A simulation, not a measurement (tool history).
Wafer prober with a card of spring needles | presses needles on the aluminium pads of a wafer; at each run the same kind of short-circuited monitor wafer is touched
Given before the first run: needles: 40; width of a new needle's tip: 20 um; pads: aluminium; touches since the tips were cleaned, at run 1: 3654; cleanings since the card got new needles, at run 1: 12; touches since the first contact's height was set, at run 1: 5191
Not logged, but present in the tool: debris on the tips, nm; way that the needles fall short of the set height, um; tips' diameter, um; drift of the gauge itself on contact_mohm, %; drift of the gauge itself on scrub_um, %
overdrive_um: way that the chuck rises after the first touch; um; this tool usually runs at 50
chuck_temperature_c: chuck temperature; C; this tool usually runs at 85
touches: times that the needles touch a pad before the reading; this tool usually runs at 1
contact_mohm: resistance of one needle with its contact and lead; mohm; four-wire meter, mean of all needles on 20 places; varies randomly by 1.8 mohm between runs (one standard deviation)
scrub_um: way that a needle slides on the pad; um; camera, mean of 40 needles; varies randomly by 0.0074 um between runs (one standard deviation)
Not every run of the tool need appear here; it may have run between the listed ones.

| run | day | overdrive_um | chuck_temperature_c | touches | touches since the tips were cleaned | cleanings since the card got new needles | touches since the first contact's height was set | contact_mohm | scrub_um |
|---|---|---|---|---|---|---|---|---|---|
| 1 | 0.000 | 50 | 85 | 1 | 3654 | 12 | 5191 | 697 | 10.663 |
|  | 0.192 | tips cleaned on abrasive film |
|  | 0.667 | tips cleaned on abrasive film |
| 2 | 0.842 | 50 | 85 | 1 | 2508 | 14 | 17108 | 547 | 10.656 |
|  | 1.179 | tips cleaned on abrasive film |
|  | 1.617 | tips cleaned on abrasive film |
| 3 | 1.767 | 50 | 85 | 1 | 2125 | 16 | 30266 | 553 | 10.635 |
|  | 2.079 | tips cleaned on abrasive film |
|  | 2.529 | tips cleaned on abrasive film |
| 4 | 2.792 | 50 | 85 | 1 | 3761 | 18 | 44871 | 698 | 10.623 |
|  | 2.967 | tips cleaned on abrasive film |
|  | 3.475 | tips cleaned on abrasive film |
|  | 4.000 | tips cleaned on abrasive film |
| 5 | 4.000 | 50 | 85 | 1 | 0 | 21 | 62013 | 218 | 10.587 |
|  | 4.475 | tips cleaned on abrasive film |
| 6 | 4.558 | 35 | 85 | 1 | 1177 | 22 | 69950 | 706 | 7.381 |
|  | 4.929 | tips cleaned on abrasive film |
|  | 5.367 | tips cleaned on abrasive film |
| 7 | 5.450 | 50 | 91 | 1 | 1187 | 24 | 82620 | 423 | 10.568 |
|  | 5.862 | tips cleaned on abrasive film |
|  | 5.875 | height of the first contact set anew |
|  | 6.362 | tips cleaned on abrasive film |
| 8 | 6.538 | 50 | 91 | 1 | 2515 | 26 | 9420 | 589 | 10.656 |
|  | 6.829 | tips cleaned on abrasive film |
| 9 | 7.217 | 50 | 91 | 1 | 5554 | 27 | 19103 | 757 | 10.655 |
|  | 7.275 | tips cleaned on abrasive film |
|  | 7.796 | tips cleaned on abrasive film |
| 10 | 7.850 | 50 | 91 | 1 | 763 | 29 | 28031 | 420 | 10.645 |
|  | 8.275 | tips cleaned on abrasive film |
|  | 8.792 | tips cleaned on abrasive film |
| 11 | 8.954 | 50 | 85 | 1 | 2320 | 31 | 43748 | 556 | 10.625 |
|  | 9.271 | tips cleaned on abrasive film |
|  | 9.708 | tips cleaned on abrasive film |
| 12 | 9.929 | 50 | 83 | 1 | 3136 | 33 | 57606 | 665 | 10.611 |
|  | 10.204 | tips cleaned on abrasive film |
|  | 10.712 | tips cleaned on abrasive film |
| 13 | 11.029 | 50 | 83 | 1 | 4579 | 35 | 73288 | 721 | 10.582 |
|  | 11.217 | tips cleaned on abrasive film |
|  | 11.675 | tips cleaned on abrasive film |
| 14 | 11.854 | 42 | 85 | 1 | 2536 | 37 | 84959 | 776 | 8.856 |
|  | 12.071 | height of the first contact set anew |
|  | 12.146 | tips cleaned on abrasive film |
| 15 | 12.479 | 42 | 85 | 1 | 4796 | 38 | 5836 | 954 | 8.968 |
|  | 12.612 | tips cleaned on abrasive film |
|  | 13.096 | tips cleaned on abrasive film |
| 16 | 13.471 | 42 | 85 | 1 | 5355 | 40 | 19898 | 1011 | 8.935 |
|  | 13.579 | tips cleaned on abrasive film |
|  | 14.088 | tips cleaned on abrasive film |
| 17 | 14.488 | 68 | 42 | 2 | 5728 | 42 | 34363 | 374 | 14.480 |
|  | 14.592 | tips cleaned on abrasive film |
|  | 15.079 | tips cleaned on abrasive film |
| 18 | 15.092 | 46 | 42 | 2 | 160 | 44 | 42881 | 237 | 9.776 |
|  | 15.596 | tips cleaned on abrasive film |
|  | 16.083 | tips cleaned on abrasive film |
| 19 | 16.083 | 51 | 57 | 1 | 0 | 46 | 57027 | 225 | 10.819 |
|  | 16.521 | tips cleaned on abrasive film |
| 20 | 16.608 | 49 | 95 | 1 | 1271 | 47 | 64475 | 478 | 10.380 |
|  | 17.029 | tips cleaned on abrasive film |
| 21 | 17.229 | 30 | 95 | 1 | 2861 | 48 | 73336 | 1530 | 6.311 |
|  | 17.492 | tips cleaned on abrasive film |
|  | 17.975 | tips cleaned on abrasive film |
| 22 | 17.988 | 36 | 41 | 1 | 206 | 50 | 84083 | 386 | 7.579 |
|  | 18.283 | height of the first contact set anew |
|  | 18.454 | tips cleaned on abrasive film |
|  | 18.958 | tips cleaned on abrasive film |
| 23 | 19.179 | 38 | 33 | 2 | 3166 | 52 | 12762 | 732 | 8.104 |
|  | 19.400 | tips cleaned on abrasive film |
|  | 19.908 | tips cleaned on abrasive film |
| 24 | 20.012 | 50 | 44 | 1 | 1500 | 54 | 24596 | 485 | 10.643 |
|  | 20.358 | tips cleaned on abrasive film |
| 25 | 20.742 | 50 | 44 | 1 | 5489 | 55 | 34979 | 810 | 10.640 |
|  | 20.817 | tips cleaned on abrasive film |
|  | 21.288 | tips cleaned on abrasive film |
|  | 21.762 | tips cleaned on abrasive film |
| 26 | 21.842 | 50 | 90 | 1 | 1144 | 58 | 50559 | 469 | 10.624 |
|  | 22.233 | tips cleaned on abrasive film |
| 27 | 22.450 | 61 | 90 | 2 | 3098 | 59 | 59233 | 382 | 12.949 |
|  | 22.754 | tips cleaned on abrasive film |
| 28 | 23.138 | 61 | 90 | 2 | 5520 | 60 | 69014 | 434 | 12.952 |
|  | 23.250 | tips cleaned on abrasive film |
|  | 23.767 | tips cleaned on abrasive film |
|  | 24.246 | tips cleaned on abrasive film |
| 29 | 24.308 | 61 | 90 | 2 | 862 | 63 | 85593 | 263 | 12.936 |
|  | 24.504 | height of the first contact set anew |
|  | 24.746 | tips cleaned on abrasive film |
|  | 25.283 | tips cleaned on abrasive film |
| 30 | 25.308 | 61 | 90 | 2 | 354 | 65 | 11375 | 245 | 13.002 |
|  | 25.754 | tips cleaned on abrasive film |
| 31 | 26.154 | 50 | 108 | 2 | 5684 | 66 | 23430 | 558 | 10.647 |

What differs in the tool's unlogged condition from the final listed run ahead of each entry between runs to the first listed run following it?
Logged between run 1 and run 2: tips cleaned on abrasive film (day 0.192); tips cleaned on abrasive film (day 0.667)
  debris on the tips, nm: 159.3 -> 115.8; way that the needles fall short of the set height, um: 0.05 -> 0.11; tips' diameter, um: 20.17 -> 20.19
  difference, measured minus the result without the unlogged condition, contact_mohm: +509 -> +364 mohm; scrub_um: -0.010 -> -0.024 um
Logged between run 2 and run 3: tips cleaned on abrasive film (day 1.179); tips cleaned on abrasive film (day 1.617)
  debris on the tips, nm: 115.8 -> 114.2; way that the needles fall short of the set height, um: 0.11 -> 0.2; tips' diameter, um: 20.19 -> 20.22
  difference, measured minus the result without the unlogged condition, contact_mohm: +364 -> +367 mohm; scrub_um: -0.024 -> -0.042 um
Logged between run 3 and run 4: tips cleaned on abrasive film (day 2.079); tips cleaned on abrasive film (day 2.529)
  debris on the tips, nm: 114.2 -> 155.6; way that the needles fall short of the set height, um: 0.2 -> 0.27; tips' diameter, um: 20.22 -> 20.25
  difference, measured minus the result without the unlogged condition, contact_mohm: +367 -> +508 mohm; scrub_um: -0.042 -> -0.058 um
Logged between run 4 and run 5: tips cleaned on abrasive film (day 2.967); tips cleaned on abrasive film (day 3.475); tips cleaned on abrasive film (day 4.000)
  debris on the tips, nm: 155.6 -> 9; way that the needles fall short of the set height, um: 0.27 -> 0.38; tips' diameter, um: 20.25 -> 20.29
  difference, measured minus the result without the unlogged condition, contact_mohm: +508 -> +31 mohm; scrub_um: -0.058 -> -0.080 um
Logged between run 5 and run 6: tips cleaned on abrasive film (day 4.475)
  debris on the tips, nm: 9 -> 74.4; way that the needles fall short of the set height, um: 0.38 -> 0.43; tips' diameter, um: 20.29 -> 20.3
  difference, measured minus the result without the unlogged condition, contact_mohm: +31 -> +493 mohm; scrub_um: -0.080 -> -0.092 um
Logged between run 6 and run 7: tips cleaned on abrasive film (day 4.929); tips cleaned on abrasive film (day 5.367)
  debris on the tips, nm: 74.4 -> 71.5; way that the needles fall short of the set height, um: 0.43 -> 0.5; tips' diameter, um: 20.3 -> 20.33
  difference, measured minus the result without the unlogged condition, contact_mohm: +493 -> +235 mohm; scrub_um: -0.092 -> -0.107 um
Logged between run 7 and run 8: tips cleaned on abrasive film (day 5.862); height of the first contact set anew (day 5.875); tips cleaned on abrasive film (day 6.362)
  debris on the tips, nm: 71.5 -> 123.1; way that the needles fall short of the set height, um: 0.5 -> 0.04; tips' diameter, um: 20.33 -> 20.35
  difference, measured minus the result without the unlogged condition, contact_mohm: +235 -> +398 mohm; scrub_um: -0.107 -> -0.009 um
Logged between run 8 and run 9: tips cleaned on abrasive film (day 6.829)
  debris on the tips, nm: 123.1 -> 179.9; way that the needles fall short of the set height, um: 0.04 -> 0.08; tips' diameter, um: 20.35 -> 20.37
  difference, measured minus the result without the unlogged condition, contact_mohm: +398 -> +571 mohm; scrub_um: -0.009 -> -0.017 um
Logged between run 9 and run 10: tips cleaned on abrasive film (day 7.275); tips cleaned on abrasive film (day 7.796)
  debris on the tips, nm: 179.9 -> 68.8; way that the needles fall short of the set height, um: 0.08 -> 0.16; tips' diameter, um: 20.37 -> 20.4
  difference, measured minus the result without the unlogged condition, contact_mohm: +571 -> +227 mohm; scrub_um: -0.017 -> -0.035 um
Logged between run 10 and run 11: tips cleaned on abrasive film (day 8.275); tips cleaned on abrasive film (day 8.792)
  debris on the tips, nm: 68.8 -> 111.7; way that the needles fall short of the set height, um: 0.16 -> 0.23; tips' diameter, um: 20.4 -> 20.42
  difference, measured minus the result without the unlogged condition, contact_mohm: +227 -> +368 mohm; scrub_um: -0.035 -> -0.049 um
Logged between run 11 and run 12: tips cleaned on abrasive film (day 9.271); tips cleaned on abrasive film (day 9.708)
  debris on the tips, nm: 111.7 -> 143.3; way that the needles fall short of the set height, um: 0.23 -> 0.31; tips' diameter, um: 20.42 -> 20.45
  difference, measured minus the result without the unlogged condition, contact_mohm: +368 -> +478 mohm; scrub_um: -0.049 -> -0.066 um
Logged between run 12 and run 13: tips cleaned on abrasive film (day 10.204); tips cleaned on abrasive film (day 10.712)
  debris on the tips, nm: 143.3 -> 160.6; way that the needles fall short of the set height, um: 0.31 -> 0.4; tips' diameter, um: 20.45 -> 20.48
  difference, measured minus the result without the unlogged condition, contact_mohm: +478 -> +535 mohm; scrub_um: -0.066 -> -0.086 um
Logged between run 13 and run 14: tips cleaned on abrasive film (day 11.217); tips cleaned on abrasive film (day 11.675)
  debris on the tips, nm: 160.6 -> 121.9; way that the needles fall short of the set height, um: 0.4 -> 0.48; tips' diameter, um: 20.48 -> 20.51
  difference, measured minus the result without the unlogged condition, contact_mohm: +535 -> +576 mohm; scrub_um: -0.086 -> -0.103 um
Logged between run 14 and run 15: height of the first contact set anew (day 12.071); tips cleaned on abrasive film (day 12.146)
  debris on the tips, nm: 121.9 -> 163.7; way that the needles fall short of the set height, um: 0.48 -> 0.03; tips' diameter, um: 20.51 -> 20.52
  difference, measured minus the result without the unlogged condition, contact_mohm: +576 -> +756 mohm; scrub_um: -0.103 -> -0.008 um
Logged between run 15 and run 16: tips cleaned on abrasive film (day 12.612); tips cleaned on abrasive film (day 13.096)
  debris on the tips, nm: 163.7 -> 178; way that the needles fall short of the set height, um: 0.03 -> 0.1; tips' diameter, um: 20.52 -> 20.54
  difference, measured minus the result without the unlogged condition, contact_mohm: +756 -> +815 mohm; scrub_um: -0.008 -> -0.022 um
Logged between run 16 and run 17: tips cleaned on abrasive film (day 13.579); tips cleaned on abrasive film (day 14.088)
  debris on the tips, nm: 178 -> 178.1; way that the needles fall short of the set height, um: 0.1 -> 0.18; tips' diameter, um: 20.54 -> 20.57
  difference, measured minus the result without the unlogged condition, contact_mohm: +815 -> +213 mohm; scrub_um: -0.022 -> -0.039 um
Logged between run 17 and run 18: tips cleaned on abrasive film (day 14.592); tips cleaned on abrasive film (day 15.079)
  debris on the tips, nm: 178.1 -> 22.4; way that the needles fall short of the set height, um: 0.18 -> 0.25; tips' diameter, um: 20.57 -> 20.59
  difference, measured minus the result without the unlogged condition, contact_mohm: +213 -> +58 mohm; scrub_um: -0.039 -> -0.053 um
Logged between run 18 and run 19: tips cleaned on abrasive film (day 15.596); tips cleaned on abrasive film (day 16.083)
  debris on the tips, nm: 22.4 -> 12.9; way that the needles fall short of the set height, um: 0.25 -> 0.35; tips' diameter, um: 20.59 -> 20.63
  difference, measured minus the result without the unlogged condition, contact_mohm: +58 -> +46 mohm; scrub_um: -0.053 -> -0.074 um
Logged between run 19 and run 20: tips cleaned on abrasive film (day 16.521)
  debris on the tips, nm: 12.9 -> 83.6; way that the needles fall short of the set height, um: 0.35 -> 0.39; tips' diameter, um: 20.63 -> 20.65
  difference, measured minus the result without the unlogged condition, contact_mohm: +46 -> +288 mohm; scrub_um: -0.074 -> -0.084 um
Logged between run 20 and run 21: tips cleaned on abrasive film (day 17.029)
  debris on the tips, nm: 83.6 -> 143.7; way that the needles fall short of the set height, um: 0.39 -> 0.44; tips' diameter, um: 20.65 -> 20.66
  difference, measured minus the result without the unlogged condition, contact_mohm: +288 -> +1302 mohm; scrub_um: -0.084 -> -0.094 um
Logged between run 21 and run 22: tips cleaned on abrasive film (day 17.492); tips cleaned on abrasive film (day 17.975)
  debris on the tips, nm: 143.7 -> 26.9; way that the needles fall short of the set height, um: 0.44 -> 0.5; tips' diameter, um: 20.66 -> 20.68
  difference, measured minus the result without the unlogged condition, contact_mohm: +1302 -> +190 mohm; scrub_um: -0.094 -> -0.107 um
Logged between run 22 and run 23: height of the first contact set anew (day 18.283); tips cleaned on abrasive film (day 18.454); tips cleaned on abrasive film (day 18.958)
  debris on the tips, nm: 26.9 -> 148.4; way that the needles fall short of the set height, um: 0.5 -> 0.08; tips' diameter, um: 20.68 -> 20.71
  difference, measured minus the result without the unlogged condition, contact_mohm: +190 -> +545 mohm; scrub_um: -0.107 -> -0.016 um
Logged between run 23 and run 24: tips cleaned on abrasive film (day 19.400); tips cleaned on abrasive film (day 19.908)
  debris on the tips, nm: 148.4 -> 84.4; way that the needles fall short of the set height, um: 0.08 -> 0.14; tips' diameter, um: 20.71 -> 20.73
  difference, measured minus the result without the unlogged condition, contact_mohm: +545 -> +306 mohm; scrub_um: -0.016 -> -0.030 um
Logged between run 24 and run 25: tips cleaned on abrasive film (day 20.358)
  debris on the tips, nm: 84.4 -> 176.8; way that the needles fall short of the set height, um: 0.14 -> 0.17; tips' diameter, um: 20.73 -> 20.74
  difference, measured minus the result without the unlogged condition, contact_mohm: +306 -> +635 mohm; scrub_um: -0.030 -> -0.036 um
Logged between run 25 and run 26: tips cleaned on abrasive film (day 20.817); tips cleaned on abrasive film (day 21.288); tips cleaned on abrasive film (day 21.762)
  debris on the tips, nm: 176.8 -> 84.4; way that the needles fall short of the set height, um: 0.17 -> 0.27; tips' diameter, um: 20.74 -> 20.78
  difference, measured minus the result without the unlogged condition, contact_mohm: +635 -> +283 mohm; scrub_um: -0.036 -> -0.058 um
Logged between run 26 and run 27: tips cleaned on abrasive film (day 22.233)
  debris on the tips, nm: 84.4 -> 139.9; way that the needles fall short of the set height, um: 0.27 -> 0.32; tips' diameter, um: 20.78 -> 20.8
  difference, measured minus the result without the unlogged condition, contact_mohm: +283 -> +200 mohm; scrub_um: -0.058 -> -0.069 um
Logged between run 27 and run 28: tips cleaned on abrasive film (day 22.754)
  debris on the tips, nm: 139.9 -> 181.4; way that the needles fall short of the set height, um: 0.32 -> 0.37; tips' diameter, um: 20.8 -> 20.81
  difference, measured minus the result without the unlogged condition, contact_mohm: +200 -> +255 mohm; scrub_um: -0.069 -> -0.078 um
Logged between run 28 and run 29: tips cleaned on abrasive film (day 23.250); tips cleaned on abrasive film (day 23.767); tips cleaned on abrasive film (day 24.246)
  debris on the tips, nm: 181.4 -> 58.9; way that the needles fall short of the set height, um: 0.37 -> 0.49; tips' diameter, um: 20.81 -> 20.85
  difference, measured minus the result without the unlogged condition, contact_mohm: +255 -> +85 mohm; scrub_um: -0.078 -> -0.104 um
Logged between run 29 and run 30: height of the first contact set anew (day 24.504); tips cleaned on abrasive film (day 24.746); tips cleaned on abrasive film (day 25.283)
  debris on the tips, nm: 58.9 -> 46.9; way that the needles fall short of the set height, um: 0.49 -> 0.07; tips' diameter, um: 20.85 -> 20.88
  difference, measured minus the result without the unlogged condition, contact_mohm: +85 -> +67 mohm; scrub_um: -0.104 -> -0.015 um
Logged between run 30 and run 31: tips cleaned on abrasive film (day 25.754)
  debris on the tips, nm: 46.9 -> 183.5; way that the needles fall short of the set height, um: 0.07 -> 0.12; tips' diameter, um: 20.88 -> 20.89
  difference, measured minus the result without the unlogged condition, contact_mohm: +67 -> +364 mohm; scrub_um: -0.015 -> -0.025 um

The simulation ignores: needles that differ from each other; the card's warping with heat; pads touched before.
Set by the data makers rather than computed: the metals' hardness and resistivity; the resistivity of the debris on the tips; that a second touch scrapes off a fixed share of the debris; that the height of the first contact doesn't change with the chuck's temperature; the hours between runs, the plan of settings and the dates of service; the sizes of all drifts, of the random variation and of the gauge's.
